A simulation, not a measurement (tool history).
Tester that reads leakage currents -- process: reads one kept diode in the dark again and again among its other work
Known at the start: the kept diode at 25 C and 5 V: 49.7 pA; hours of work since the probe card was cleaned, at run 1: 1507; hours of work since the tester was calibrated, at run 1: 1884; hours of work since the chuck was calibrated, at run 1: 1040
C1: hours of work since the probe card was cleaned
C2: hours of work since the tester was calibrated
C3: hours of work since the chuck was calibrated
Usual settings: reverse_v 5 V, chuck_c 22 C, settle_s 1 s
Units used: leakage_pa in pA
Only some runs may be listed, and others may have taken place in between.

Run 1, day 0: usual settings; C1 1507; C2 1884; C3 1040. Result: leakage_pa 46.65 pA.
Run 2, day 3.15: usual settings; C1 1542; C2 1919; C3 1075. Result: leakage_pa 46.98 pA.
Run 3, day 7.004: usual settings but chuck_c 45 C; C1 1585; C2 1962; C3 1118. Result: leakage_pa 258.2 pA.
Run 4, day 9.717: usual settings but chuck_c 45 C, settle_s 4.27 s; C1 1615; C2 1992; C3 1148. Result: leakage_pa 257.69 pA.
Run 5, day 12.221: usual settings but reverse_v 1.71 V, chuck_c 45 C, settle_s 4.27 s; C1 1643; C2 2020; C3 1176. Result: leakage_pa 137.88 pA.
Run 6, day 15.079: usual settings but chuck_c 41 C; C1 1675; C2 2052; C3 1208. Result: leakage_pa 192.58 pA.
Run 7, day 17.358: usual settings but chuck_c 41 C; C1 1700; C2 2077; C3 1233. Result: leakage_pa 193.26 pA.
Run 8, day 19.25: usual settings but chuck_c 41 C; C1 1721; C2 2098; C3 1254. Result: leakage_pa 192.2 pA.
Run 9, day 22.254: usual settings but chuck_c 41 C; C1 1755; C2 2132; C3 1288. Result: leakage_pa 192.52 pA.
Run 10, day 25.404: usual settings but chuck_c 41 C; C1 1790; C2 2167; C3 1323. Result: leakage_pa 192.45 pA.
Run 11, day 29.775: usual settings but chuck_c 41 C, settle_s 0.57 s; C1 1839; C2 2216; C3 1371. Result: leakage_pa 192.54 pA.
Run 12, day 32.838: usual settings but chuck_c 38 C; C1 1873; C2 2250; C3 1405. Result: leakage_pa 154.12 pA.
At day 36.779: probe card cleaned and baked.
Run 13, day 36.779: usual settings but chuck_c 38 C; C1 0; C2 2292; C3 1448. Result: leakage_pa 144.06 pA.
Run 14, day 40.4: usual settings but chuck_c 38 C; C1 40; C2 2332; C3 1488. Result: leakage_pa 143.97 pA.
Run 15, day 44.833: usual settings but chuck_c 38 C; C1 90; C2 2382; C3 1538. Result: leakage_pa 143.98 pA.
Run 16, day 48.583: usual settings but chuck_c 38 C; C1 131; C2 2424; C3 1579. Result: leakage_pa 143.73 pA.
Run 17, day 51.229: usual settings but chuck_c 38 C; C1 161; C2 2453; C3 1609. Result: leakage_pa 143.77 pA.
Run 18, day 54.504: usual settings but chuck_c 38 C; C1 197; C2 2490; C3 1645. Result: leakage_pa 144.62 pA.
Run 19, day 57.296: usual settings but chuck_c 38 C; C1 228; C2 2521; C3 1676. Result: leakage_pa 144.28 pA.
Run 20, day 60.867: usual settings but chuck_c 38 C; C1 268; C2 2560; C3 1716. Result: leakage_pa 144.65 pA.
Run 21, day 64.654: usual settings but chuck_c 38 C; C1 310; C2 2603; C3 1758. Result: leakage_pa 144.61 pA.
Run 22, day 67.562: usual settings but reverse_v 2.74 V, chuck_c 60 C, settle_s 3.1 s; C1 343; C2 2635; C3 1791. Result: leakage_pa 522.38 pA.
Run 23, day 71.792: usual settings but reverse_v 3.9 V, chuck_c 39 C; C1 390; C2 2682; C3 1838. Result: leakage_pa 135.1 pA.
Run 24, day 74.05: usual settings but reverse_v 3.9 V, chuck_c 39 C; C1 415; C2 2707; C3 1863. Result: leakage_pa 135.13 pA.
Run 25, day 76.529: usual settings but reverse_v 8.8 V, settle_s 4.65 s; C1 443; C2 2735; C3 1890. Result: leakage_pa 55.26 pA.
Run 26, day 78.425: usual settings but reverse_v 8.8 V, settle_s 4.65 s; C1 464; C2 2756; C3 1912. Result: leakage_pa 55.3 pA.
Run 27, day 82.521: usual settings but reverse_v 8.8 V, settle_s 4.65 s; C1 509; C2 2801; C3 1957. Result: leakage_pa 55.69 pA.
Run 28, day 87.004: usual settings but reverse_v 8.8 V, settle_s 1.51 s; C1 559; C2 2851; C3 2007. Result: leakage_pa 57.2 pA.
Run 29, day 89.825: usual settings but reverse_v 8.8 V, chuck_c 40 C, settle_s 1.51 s; C1 591; C2 2883; C3 2039. Result: leakage_pa 233.55 pA.
At day 91.708: chuck's temperature calibrated.
Run 30, day 94.112: usual settings but reverse_v 8.8 V, chuck_c 40 C, settle_s 1.51 s; C1 637; C2 2930; C3 27. Result: leakage_pa 243.64 pA.
Run 31, day 98.262: usual settings but reverse_v 2.45 V, chuck_c 37 C, settle_s 0.79 s; C1 684; C2 2976; C3 73. Result: leakage_pa 92.3 pA.
Run 32, day 101.904: usual settings but reverse_v 2.45 V, chuck_c 37 C, settle_s 0.79 s; C1 724; C2 3016; C3 114. Result: leakage_pa 92.43 pA.
Run 33, day 103.925: usual settings but reverse_v 4.29 V, chuck_c 23 C, settle_s 8.58 s; C1 747; C2 3039; C3 136. Result: leakage_pa 41.5 pA.
Run 34, day 106.033: usual settings but reverse_v 1.53 V, chuck_c 26 C, settle_s 3.28 s; C1 770; C2 3062; C3 160. Result: leakage_pa 28.56 pA.
Run 35, day 107.979: usual settings but reverse_v 5.22 V, chuck_c 37 C, settle_s 0.64 s; C1 792; C2 3084; C3 181. Result: leakage_pa 144.19 pA.
Run 36, day 110.654: usual settings but reverse_v 5.22 V, chuck_c 37 C, settle_s 0.64 s; C1 822; C2 3114; C3 211. Result: leakage_pa 144.29 pA.
Run 37, day 113.154: usual settings but reverse_v 3.71 V, chuck_c 43 C, settle_s 2.32 s; C1 849; C2 3142; C3 239. Result: leakage_pa 185.35 pA.
Run 38, day 116.242: usual settings but reverse_v 1.23 V, chuck_c 40 C; C1 884; C2 3176; C3 273. Result: leakage_pa 77.52 pA.
Run 39, day 118.717: usual settings but reverse_v 1.23 V, chuck_c 40 C; C1 911; C2 3204; C3 301. Result: leakage_pa 77.77 pA.
Run 40, day 121.375: usual settings but reverse_v 1.23 V, chuck_c 48 C; C1 941; C2 3233; C3 330. Result: leakage_pa 142.22 pA.

Run 41 is up next; what results do you expect?
Run 41, day 124.742: usual settings but reverse_v 10.54 V, chuck_c 48 C, settle_s 9.53 s; C1 978; C2 3271; C3 368. Result: leakage_pa ?.

{"run 41": {"leakage_pa": 492.55}}
Had the tool carried no hidden state, the very same run would have given leakage_pa 490.73 pA.

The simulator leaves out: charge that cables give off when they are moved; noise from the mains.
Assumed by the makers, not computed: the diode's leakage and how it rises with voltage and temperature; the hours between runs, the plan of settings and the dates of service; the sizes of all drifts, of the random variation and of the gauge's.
